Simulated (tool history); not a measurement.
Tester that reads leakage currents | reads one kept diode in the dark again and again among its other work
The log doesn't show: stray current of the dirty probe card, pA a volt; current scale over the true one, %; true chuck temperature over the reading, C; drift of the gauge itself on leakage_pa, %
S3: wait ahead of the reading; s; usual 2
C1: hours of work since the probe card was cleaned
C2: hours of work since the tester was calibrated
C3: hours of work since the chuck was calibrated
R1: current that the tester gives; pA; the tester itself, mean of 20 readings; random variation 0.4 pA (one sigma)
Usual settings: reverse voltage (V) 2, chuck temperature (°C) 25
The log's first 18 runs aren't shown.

{"run": 19, "hour": 683.2, "reverse voltage (V)": 2, "chuck temperature (°C)": 31, "S3": 2, "C1": 804, "C2": 932, "C3": 2105, "R1": 223.39}
{"run": 20, "hour": 715.1, "reverse voltage (V)": 2, "chuck temperature (°C)": 31, "S3": 2.31, "C1": 821, "C2": 949, "C3": 2122, "R1": 222.48}
{"run": 21, "hour": 771.9, "reverse voltage (V)": 6.56, "chuck temperature (°C)": 43, "S3": 0.36, "C1": 851, "C2": 979, "C3": 2152, "R1": 896.87}
{"run": 22, "hour": 820.3, "reverse voltage (V)": 6.56, "chuck temperature (°C)": 43, "S3": 0.36, "C1": 877, "C2": 1005, "C3": 2178, "R1": 899.83}
{"run": 23, "hour": 860.3, "reverse voltage (V)": 6.56, "chuck temperature (°C)": 43, "S3": 0.36, "C1": 899, "C2": 1026, "C3": 2199, "R1": 902.54}
{"run": 24, "hour": 916.2, "reverse voltage (V)": 6.56, "chuck temperature (°C)": 43, "S3": 0.36, "C1": 928, "C2": 1056, "C3": 2229, "R1": 893.44}
{"run": 25, "hour": 949.0, "reverse voltage (V)": 9.22, "chuck temperature (°C)": 55, "S3": 0.92, "C1": 946, "C2": 1074, "C3": 2247, "R1": 2482.04}
{"run": 26, "hour": 1004.8, "reverse voltage (V)": 9.22, "chuck temperature (°C)": 23, "S3": 6.65, "C1": 976, "C2": 1104, "C3": 2277, "R1": 191.71}
{"run": 27, "hour": 1039.8, "reverse voltage (V)": 2, "chuck temperature (°C)": 43, "S3": 0.93, "C1": 995, "C2": 1122, "C3": 2295, "R1": 590.15}
{"run": 28, "hour": 1078.7, "reverse voltage (V)": 2, "chuck temperature (°C)": 43, "S3": 0.93, "C1": 1015, "C2": 1143, "C3": 2316, "R1": 587.73}
{"run": 29, "hour": 1126.4, "reverse voltage (V)": 11.93, "chuck temperature (°C)": 21, "S3": 9.83, "C1": 1041, "C2": 1169, "C3": 2342, "R1": 175.21}
{"hour": 1161.3, "done": "chuck's temperature calibrated"}
{"run": 30, "hour": 1166.3, "reverse voltage (V)": 5.13, "chuck temperature (°C)": 27, "S3": 1.24, "C1": 1061, "C2": 1189, "C3": 3, "R1": 220.5}
{"run": 31, "hour": 1192.1, "reverse voltage (V)": 1.22, "chuck temperature (°C)": 25, "S3": 3.56, "C1": 1075, "C2": 1203, "C3": 17, "R1": 112.03}

Forecast run 32:
{"run": 32, "hour": 1238.0, "reverse voltage (V)": 11.91, "chuck temperature (°C)": 26, "S3": 3.12, "C1": 1099, "C2": 1227, "C3": 41, "R1": "?"}

R1: 274.7 pA
Without the tool's hidden state the same run would have given R1 274.63 pA.

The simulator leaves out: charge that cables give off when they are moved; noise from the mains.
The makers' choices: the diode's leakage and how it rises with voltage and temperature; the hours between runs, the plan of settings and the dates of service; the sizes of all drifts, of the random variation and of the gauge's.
